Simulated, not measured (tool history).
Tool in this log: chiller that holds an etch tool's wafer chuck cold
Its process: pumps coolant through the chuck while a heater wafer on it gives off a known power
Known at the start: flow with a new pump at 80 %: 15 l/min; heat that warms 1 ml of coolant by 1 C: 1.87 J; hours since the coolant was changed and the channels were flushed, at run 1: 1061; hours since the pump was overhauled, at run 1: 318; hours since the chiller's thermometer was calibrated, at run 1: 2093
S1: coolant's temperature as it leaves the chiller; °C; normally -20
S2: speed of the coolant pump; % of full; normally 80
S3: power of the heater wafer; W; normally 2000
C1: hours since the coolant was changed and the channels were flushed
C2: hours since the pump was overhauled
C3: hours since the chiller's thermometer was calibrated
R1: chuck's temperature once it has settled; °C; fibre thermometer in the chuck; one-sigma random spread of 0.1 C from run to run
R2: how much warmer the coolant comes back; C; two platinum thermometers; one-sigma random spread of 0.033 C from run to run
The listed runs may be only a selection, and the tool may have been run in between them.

run 1 hour=0 | S1=-20 S2=80 S3=2000 | C1=1061 C2=318 C3=2093 | R1=-0.2 R2=4.33
run 2 hour=32 | S1=-11 S2=80 S3=2000 | C1=1093 C2=350 C3=2125 | R1=8.9 R2=4.23
run 3 hour=70 | S1=-20 S2=80 S3=2000 | C1=1131 C2=388 C3=2163 | R1=0.1 R2=4.29
run 4 hour=116.9 | S1=-20 S2=80 S3=2000 | C1=1178 C2=435 C3=2210 | R1=-0.1 R2=4.28
run 5 hour=168.1 | S1=-20 S2=80 S3=2000 | C1=1229 C2=486 C3=2261 | R1=-0.1 R2=4.3
run 6 hour=216.6 | S1=-17 S2=80 S3=2000 | C1=1278 C2=534 C3=2309 | R1=2.8 R2=4.27
run 7 hour=255.6 | S1=-17 S2=80 S3=2000 | C1=1317 C2=573 C3=2348 | R1=3.2 R2=4.3
run 8 hour=276.9 | S1=-17 S2=80 S3=2000 | C1=1338 C2=595 C3=2370 | R1=2.9 R2=4.23
run 9 hour=316.9 | S1=-20 S2=80 S3=2000 | C1=1378 C2=635 C3=2410 | R1=0.1 R2=4.27
run 10 hour=364.9 | S1=-20 S2=80 S3=2000 | C1=1426 C2=683 C3=2458 | R1=-0.1 R2=4.31
run 11 hour=400.1 | S1=-20 S2=80 S3=2000 | C1=1461 C2=718 C3=2493 | R1=-0.1 R2=4.31
run 12 hour=437.3 | S1=-20 S2=80 S3=2000 | C1=1499 C2=755 C3=2530 | R1=-0.2 R2=4.25
run 13 hour=487.5 | S1=-20 S2=60 S3=1875 | C1=1549 C2=805 C3=2580 | R1=2.2 R2=5.49
run 14 hour=538.3 | S1=-20 S2=60 S3=1875 | C1=1600 C2=856 C3=2631 | R1=2 R2=5.52
run 15 hour=587.4 | S1=-12 S2=80 S3=2000 | C1=1649 C2=905 C3=2680 | R1=7.9 R2=4.27
run 16 hour=638 | S1=-20 S2=68 S3=2399 | C1=1699 C2=956 C3=2731 | R1=6.2 R2=6.1
run 17 hour=688.7 | S1=-20 S2=68 S3=2399 | C1=1750 C2=1006 C3=2782 | R1=6.2 R2=6.13
run 18 hour=735.4 | S1=-20 S2=68 S3=2399 | C1=1797 C2=1053 C3=2828 | R1=6.4 R2=6.1
run 19 hour=766 | S1=-13 S2=77 S3=2608 | C1=1827 C2=1084 C3=2859 | R1=13.9 R2=5.8
run 20 hour=806 | S1=-12 S2=82 S3=1501 | C1=1867 C2=1124 C3=2899 | R1=2.7 R2=3.19
run 21 hour=851.4 | S1=-11 S2=87 S3=1243 | C1=1913 C2=1169 C3=2944 | R1=0.8 R2=2.42

Here are 4 independent what-if runs from the current tool condition. What would each one return?
run A hour=885.7 | S1=-11 S2=92 S3=2595 | C1=1947 C2=1203 C3=2978 | R1=? R2=?
run B hour=885.7 | S1=-11 S2=62 S3=1243 | C1=1947 C2=1203 C3=2978 | R1=? R2=?
run C hour=885.7 | S1=-17 S2=76 S3=1830 | C1=1947 C2=1203 C3=2978 | R1=? R2=?
run D hour=885.7 | S1=-20 S2=75 S3=2000 | C1=1947 C2=1203 C3=2978 | R1=? R2=?

run=A R1=12.9 R2=4.74
run=B R1=3.2 R2=3.56
run=C R1=1.7 R2=4.16
run=D R1=0.8 R2=4.56
Stripped of hidden state, with their random variation kept, the same runs would have yielded:
run=A R1=12.9 R2=4.74
run=B R1=3.2 R2=3.55
run=C R1=1.7 R2=4.16
run=D R1=0.7 R2=4.56

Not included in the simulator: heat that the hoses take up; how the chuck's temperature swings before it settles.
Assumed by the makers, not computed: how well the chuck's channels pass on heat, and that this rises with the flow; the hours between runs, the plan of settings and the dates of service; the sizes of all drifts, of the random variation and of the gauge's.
